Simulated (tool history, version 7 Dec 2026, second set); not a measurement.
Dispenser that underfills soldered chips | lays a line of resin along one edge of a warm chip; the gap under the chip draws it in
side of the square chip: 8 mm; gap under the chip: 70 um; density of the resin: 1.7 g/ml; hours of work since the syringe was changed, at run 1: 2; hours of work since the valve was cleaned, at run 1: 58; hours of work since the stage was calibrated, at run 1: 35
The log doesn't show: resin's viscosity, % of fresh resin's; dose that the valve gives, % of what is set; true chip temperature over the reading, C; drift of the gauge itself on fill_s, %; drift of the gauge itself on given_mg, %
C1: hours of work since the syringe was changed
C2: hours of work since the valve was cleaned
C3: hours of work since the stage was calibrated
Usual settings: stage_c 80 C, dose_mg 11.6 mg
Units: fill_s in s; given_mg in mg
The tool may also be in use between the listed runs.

{"run": 1, "hour": 0.0, "stage_c": 80, "dose_mg": 11.6, "C1": 2, "C2": 58, "C3": 35, "fill_s": 10.7, "given_mg": 11.01}
{"run": 2, "hour": 3.0, "stage_c": 80, "dose_mg": 11.6, "C1": 4, "C2": 60, "C3": 37, "fill_s": 12.4, "given_mg": 10.96}
{"run": 3, "hour": 7.2, "stage_c": 66, "dose_mg": 11.6, "C1": 7, "C2": 63, "C3": 40, "fill_s": 24.9, "given_mg": 10.95}
{"hour": 7.8, "done": "new syringe of resin"}
{"run": 4, "hour": 12.3, "stage_c": 66, "dose_mg": 11.6, "C1": 3, "C2": 67, "C3": 44, "fill_s": 19.6, "given_mg": 10.87}
{"run": 5, "hour": 15.5, "stage_c": 66, "dose_mg": 11.6, "C1": 5, "C2": 69, "C3": 46, "fill_s": 23.4, "given_mg": 10.89}
{"hour": 18.6, "done": "new syringe of resin"}
{"run": 6, "hour": 19.7, "stage_c": 66, "dose_mg": 11.6, "C1": 1, "C2": 72, "C3": 49, "fill_s": 17.2, "given_mg": 10.95}
{"run": 7, "hour": 24.1, "stage_c": 66, "dose_mg": 11.6, "C1": 4, "C2": 75, "C3": 52, "fill_s": 20.5, "given_mg": 10.75}
{"hour": 29.5, "done": "new syringe of resin"}
{"run": 8, "hour": 29.8, "stage_c": 80, "dose_mg": 11.6, "C1": 0, "C2": 79, "C3": 55, "fill_s": 9.8, "given_mg": 10.84}
{"hour": 32.7, "done": "dispensing valve cleaned and set on the balance"}
{"run": 9, "hour": 35.2, "stage_c": 80, "dose_mg": 13.4, "C1": 3, "C2": 2, "C3": 59, "fill_s": 11.6, "given_mg": 13.45}
{"run": 10, "hour": 38.5, "stage_c": 80, "dose_mg": 13.4, "C1": 6, "C2": 4, "C3": 61, "fill_s": 13.7, "given_mg": 13.33}
{"hour": 41.2, "done": "new syringe of resin"}
{"run": 11, "hour": 43.8, "stage_c": 80, "dose_mg": 11.6, "C1": 2, "C2": 8, "C3": 64, "fill_s": 11.1, "given_mg": 11.49}
{"run": 12, "hour": 49.1, "stage_c": 80, "dose_mg": 11.6, "C1": 6, "C2": 11, "C3": 68, "fill_s": 13.7, "given_mg": 11.48}
{"hour": 51.9, "done": "new syringe of resin"}
{"run": 13, "hour": 53.2, "stage_c": 91, "dose_mg": 14.2, "C1": 1, "C2": 14, "C3": 71, "fill_s": 6.6, "given_mg": 13.95}
{"run": 14, "hour": 55.7, "stage_c": 77, "dose_mg": 10.9, "C1": 3, "C2": 16, "C3": 73, "fill_s": 13.2, "given_mg": 10.63}
{"run": 15, "hour": 58.3, "stage_c": 77, "dose_mg": 10.9, "C1": 5, "C2": 18, "C3": 75, "fill_s": 14.8, "given_mg": 10.71}
{"run": 16, "hour": 60.6, "stage_c": 83, "dose_mg": 10.5, "C1": 6, "C2": 19, "C3": 76, "fill_s": 13.2, "given_mg": 10.31}
{"hour": 63.0, "done": "new syringe of resin"}
{"run": 17, "hour": 65.2, "stage_c": 83, "dose_mg": 10.5, "C1": 2, "C2": 22, "C3": 79, "fill_s": 10.3, "given_mg": 10.36}
{"run": 18, "hour": 70.0, "stage_c": 86, "dose_mg": 14.0, "C1": 5, "C2": 26, "C3": 83, "fill_s": 10.3, "given_mg": 13.81}
{"hour": 73.8, "done": "new syringe of resin"}
{"run": 19, "hour": 74.7, "stage_c": 89, "dose_mg": 10.0, "C1": 1, "C2": 29, "C3": 86, "fill_s": 8.1, "given_mg": 9.67}
{"run": 20, "hour": 79.4, "stage_c": 89, "dose_mg": 10.0, "C1": 4, "C2": 32, "C3": 89, "fill_s": 9.2, "given_mg": 9.68}
{"run": 21, "hour": 83.3, "stage_c": 89, "dose_mg": 10.0, "C1": 7, "C2": 35, "C3": 92, "fill_s": 10.4, "given_mg": 9.73}
{"hour": 84.7, "done": "new syringe of resin"}
{"run": 22, "hour": 88.6, "stage_c": 90, "dose_mg": 11.6, "C1": 3, "C2": 39, "C3": 95, "fill_s": 8.1, "given_mg": 11.24}
{"run": 23, "hour": 92.1, "stage_c": 86, "dose_mg": 14.6, "C1": 5, "C2": 41, "C3": 98, "fill_s": 10.9, "given_mg": 13.93}
{"hour": 95.4, "done": "new syringe of resin"}
{"run": 24, "hour": 97.4, "stage_c": 73, "dose_mg": 12.7, "C1": 1, "C2": 45, "C3": 101, "fill_s": 13.5, "given_mg": 12.27}

Forecast each of these 4 alternatives for the next run:
{"run": "A", "hour": 100.0, "stage_c": 81, "dose_mg": 14.3, "C1": 3, "C2": 46, "C3": 103, "fill_s": "?", "given_mg": "?"}
{"run": "B", "hour": 100.0, "stage_c": 74, "dose_mg": 11.5, "C1": 3, "C2": 46, "C3": 103, "fill_s": "?", "given_mg": "?"}
{"run": "C", "hour": 100.0, "stage_c": 86, "dose_mg": 11.6, "C1": 3, "C2": 46, "C3": 103, "fill_s": "?", "given_mg": "?"}
{"run": "D", "hour": 100.0, "stage_c": 73, "dose_mg": 14.2, "C1": 3, "C2": 46, "C3": 103, "fill_s": "?", "given_mg": "?"}

run=A fill_s=10.7 given_mg=13.75
run=B fill_s=15.0 given_mg=10.96
run=C fill_s=10.1 given_mg=11.10
run=D fill_s=15.4 given_mg=13.62
Without the tool's hidden state the same runs would have given:
run=A fill_s=8.4 given_mg=14.34
run=B fill_s=11.8 given_mg=11.44
run=C fill_s=8.0 given_mg=11.58
run=D fill_s=12.3 given_mg=14.21
